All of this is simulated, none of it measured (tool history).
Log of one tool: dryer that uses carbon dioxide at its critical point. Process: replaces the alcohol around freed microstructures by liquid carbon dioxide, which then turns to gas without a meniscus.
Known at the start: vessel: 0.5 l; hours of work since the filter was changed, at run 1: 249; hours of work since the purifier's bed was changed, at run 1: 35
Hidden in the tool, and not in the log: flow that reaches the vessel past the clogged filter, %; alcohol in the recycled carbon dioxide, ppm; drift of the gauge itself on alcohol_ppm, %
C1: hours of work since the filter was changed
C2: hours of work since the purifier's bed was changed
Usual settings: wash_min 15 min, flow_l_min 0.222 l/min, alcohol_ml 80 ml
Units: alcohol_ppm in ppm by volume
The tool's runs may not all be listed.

run 1 hour=0 | wash_min=15 flow_l_min=0.222 alcohol_ml=80 | C1=249 C2=35 | alcohol_ppm=782
run 2 hour=6.5 | wash_min=15 flow_l_min=0.374 alcohol_ml=80 | C1=252 C2=37 | alcohol_ppm=26
run 3 hour=12.6 | wash_min=15 flow_l_min=0.374 alcohol_ml=80 | C1=254 C2=40 | alcohol_ppm=42
run 4 hour=18.5 | wash_min=15 flow_l_min=0.374 alcohol_ml=80 | C1=256 C2=42 | alcohol_ppm=40
run 5 hour=25 | wash_min=15 flow_l_min=0.374 alcohol_ml=80 | C1=259 C2=44 | alcohol_ppm=31
run 6 hour=30.7 | wash_min=15 flow_l_min=0.374 alcohol_ml=80 | C1=261 C2=46 | alcohol_ppm=42
run 7 hour=36.9 | wash_min=15 flow_l_min=0.374 alcohol_ml=80 | C1=263 C2=49 | alcohol_ppm=37
run 8 hour=41.6 | wash_min=15 flow_l_min=0.374 alcohol_ml=80 | C1=265 C2=51 | alcohol_ppm=32
run 9 hour=47 | wash_min=15 flow_l_min=0.374 alcohol_ml=80 | C1=267 C2=53 | alcohol_ppm=43
run 10 hour=55 | wash_min=15 flow_l_min=0.374 alcohol_ml=80 | C1=270 C2=56 | alcohol_ppm=44
run 11 hour=64.2 | wash_min=15 flow_l_min=0.222 alcohol_ml=80 | C1=274 C2=59 | alcohol_ppm=828
run 12 hour=71.9 | wash_min=15 flow_l_min=0.222 alcohol_ml=80 | C1=276 C2=62 | alcohol_ppm=857
run 13 hour=81.7 | wash_min=15 flow_l_min=0.345 alcohol_ml=80 | C1=280 C2=66 | alcohol_ppm=76
run 14 hour=88.6 | wash_min=15 flow_l_min=0.222 alcohol_ml=70 | C1=283 C2=68 | alcohol_ppm=766
run 15 hour=92.8 | wash_min=15 flow_l_min=0.222 alcohol_ml=70 | C1=284 C2=70 | alcohol_ppm=781
run 16 hour=103 | wash_min=15 flow_l_min=0.222 alcohol_ml=70 | C1=288 C2=74 | alcohol_ppm=780
run 17 hour=108 | wash_min=15 flow_l_min=0.222 alcohol_ml=80 | C1=290 C2=76 | alcohol_ppm=887
run 18 hour=114 | wash_min=15 flow_l_min=0.222 alcohol_ml=80 | C1=293 C2=78 | alcohol_ppm=896
run 19 hour=121 | wash_min=15 flow_l_min=0.222 alcohol_ml=80 | C1=295 C2=81 | alcohol_ppm=934
run 20 hour=126.8 | wash_min=15 flow_l_min=0.222 alcohol_ml=80 | C1=297 C2=83 | alcohol_ppm=907
run 21 hour=134 | wash_min=10 flow_l_min=0.168 alcohol_ml=80 | C1=300 C2=86 | alcohol_ppm=11317
run 22 hour=140.5 | wash_min=10 flow_l_min=0.168 alcohol_ml=80 | C1=303 C2=88 | alcohol_ppm=11742
run 23 hour=149.4 | wash_min=10 flow_l_min=0.338 alcohol_ml=24 | C1=306 C2=92 | alcohol_ppm=304
run 24 hour=158.4 | wash_min=10 flow_l_min=0.338 alcohol_ml=24 | C1=310 C2=95 | alcohol_ppm=318
run 25 hour=166.9 | wash_min=13 flow_l_min=0.273 alcohol_ml=26 | C1=313 C2=98 | alcohol_ppm=255
run 26 hour=175.2 | wash_min=13 flow_l_min=0.273 alcohol_ml=26 | C1=316 C2=102 | alcohol_ppm=271
run 27 hour=181.7 | wash_min=13 flow_l_min=0.273 alcohol_ml=26 | C1=318 C2=104 | alcohol_ppm=267
run 28 hour=190.2 | wash_min=19 flow_l_min=0.275 alcohol_ml=32 | C1=322 C2=107 | alcohol_ppm=58
run 29 hour=197.6 | wash_min=19 flow_l_min=0.275 alcohol_ml=32 | C1=324 C2=110 | alcohol_ppm=53
-- hour=203.4 inlet filter changed
run 30 hour=203.4 | wash_min=19 flow_l_min=0.275 alcohol_ml=32 | C1=0 C2=112 | alcohol_ppm=46
run 31 hour=210.6 | wash_min=21 flow_l_min=0.163 alcohol_ml=43 | C1=3 C2=115 | alcohol_ppm=183
run 32 hour=216.2 | wash_min=21 flow_l_min=0.163 alcohol_ml=43 | C1=5 C2=117 | alcohol_ppm=185
run 33 hour=222.5 | wash_min=21 flow_l_min=0.163 alcohol_ml=43 | C1=7 C2=119 | alcohol_ppm=187
run 34 hour=227.4 | wash_min=21 flow_l_min=0.375 alcohol_ml=47 | C1=9 C2=121 | alcohol_ppm=35
run 35 hour=235.3 | wash_min=15 flow_l_min=0.267 alcohol_ml=33 | C1=12 C2=124 | alcohol_ppm=86
run 36 hour=243.6 | wash_min=15 flow_l_min=0.267 alcohol_ml=49 | C1=15 C2=127 | alcohol_ppm=110
run 37 hour=250.1 | wash_min=11 flow_l_min=0.339 alcohol_ml=27 | C1=18 C2=130 | alcohol_ppm=108
run 38 hour=257.7 | wash_min=17 flow_l_min=0.315 alcohol_ml=38 | C1=21 C2=133 | alcohol_ppm=52
run 39 hour=267.6 | wash_min=9 flow_l_min=0.308 alcohol_ml=59 | C1=24 C2=136 | alcohol_ppm=832
run 40 hour=272.5 | wash_min=20 flow_l_min=0.19 alcohol_ml=32 | C1=26 C2=138 | alcohol_ppm=112

Forecast each of these 3 alternatives for the next run:
run A hour=282.9 | wash_min=23 flow_l_min=0.146 alcohol_ml=32 | C1=30 C2=142 | alcohol_ppm=?
run B hour=282.9 | wash_min=15 flow_l_min=0.147 alcohol_ml=80 | C1=30 C2=142 | alcohol_ppm=?
run C hour=282.9 | wash_min=21 flow_l_min=0.19 alcohol_ml=32 | C1=30 C2=142 | alcohol_ppm=?

run=A alcohol_ppm=175
run=B alcohol_ppm=2803
run=C alcohol_ppm=80
Without the tool's hidden state the same runs would have given:
run=A alcohol_ppm=120
run=B alcohol_ppm=2580
run=C alcohol_ppm=33
